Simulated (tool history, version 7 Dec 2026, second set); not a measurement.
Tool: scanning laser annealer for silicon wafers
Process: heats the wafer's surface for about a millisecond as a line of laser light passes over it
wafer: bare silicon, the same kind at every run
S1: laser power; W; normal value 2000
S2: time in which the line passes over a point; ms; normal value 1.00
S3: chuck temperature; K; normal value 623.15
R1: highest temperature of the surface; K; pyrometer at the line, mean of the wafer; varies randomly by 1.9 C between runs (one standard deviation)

Run 1, day 0.000: usual settings. Result: R1 1438.15 K.
Run 2, day 0.279: usual settings. Result: R1 1437.15 K.
Run 3, day 0.546: usual settings but S2 0.90 ms. Result: R1 1399.15 K.
Run 4, day 0.871: usual settings but S2 0.90 ms. Result: R1 1398.15 K.
Run 5, day 1.288: usual settings. Result: R1 1439.15 K.
Run 6, day 1.533: usual settings. Result: R1 1438.15 K.
Run 7, day 1.842: usual settings but S1 2064 W. Result: R1 1468.15 K.
Run 8, day 2.075: usual settings but S1 2064 W, S3 613.15 K. Result: R1 1460.15 K.
Run 9, day 2.446: usual settings but S1 2064 W, S3 613.15 K. Result: R1 1457.15 K.
Run 10, day 2.817: usual settings. Result: R1 1436.15 K.
Run 11, day 3.188: usual settings but S1 2087 W. Result: R1 1482.15 K.
Run 12, day 3.588: usual settings. Result: R1 1434.15 K.
Run 13, day 3.767: usual settings. Result: R1 1433.15 K.
Run 14, day 3.938: usual settings but S1 2103 W. Result: R1 1493.15 K.
Run 15, day 4.325: usual settings but S1 2103 W. Result: R1 1484.15 K.
Run 16, day 4.588: usual settings but S1 1832 W. Result: R1 1350.15 K.
Run 17, day 4.775: usual settings but S1 1832 W, S3 637.15 K. Result: R1 1364.15 K.
Run 18, day 4.975: usual settings but S1 1832 W, S3 637.15 K. Result: R1 1362.15 K.
Run 19, day 5.379: usual settings but S1 1847 W. Result: R1 1354.15 K.
Run 20, day 5.662: usual settings but S1 1704 W. Result: R1 1285.15 K.
Run 21, day 5.921: usual settings but S1 1704 W. Result: R1 1284.15 K.
Run 22, day 6.329: usual settings but S1 1704 W. Result: R1 1284.15 K.
Run 23, day 6.512: usual settings but S1 1704 W. Result: R1 1285.15 K.
Run 24, day 6.904: usual settings but S1 1852 W, S2 0.94 ms, S3 595.15 K. Result: R1 1303.15 K.
Run 25, day 7.188: usual settings but S1 1852 W, S2 0.94 ms, S3 595.15 K. Result: R1 1304.15 K.

Run 26 comes next. What will it give?
Run 26, day 7.529: usual settings but S1 1852 W, S2 0.94 ms, S3 595.15 K. Result: R1 ?.

{"run 26": {"R1": 1305.15}}
Take away the tool's hidden state, keep the run-to-run variation as it was, and the same run would have given R1 1328.15 K.
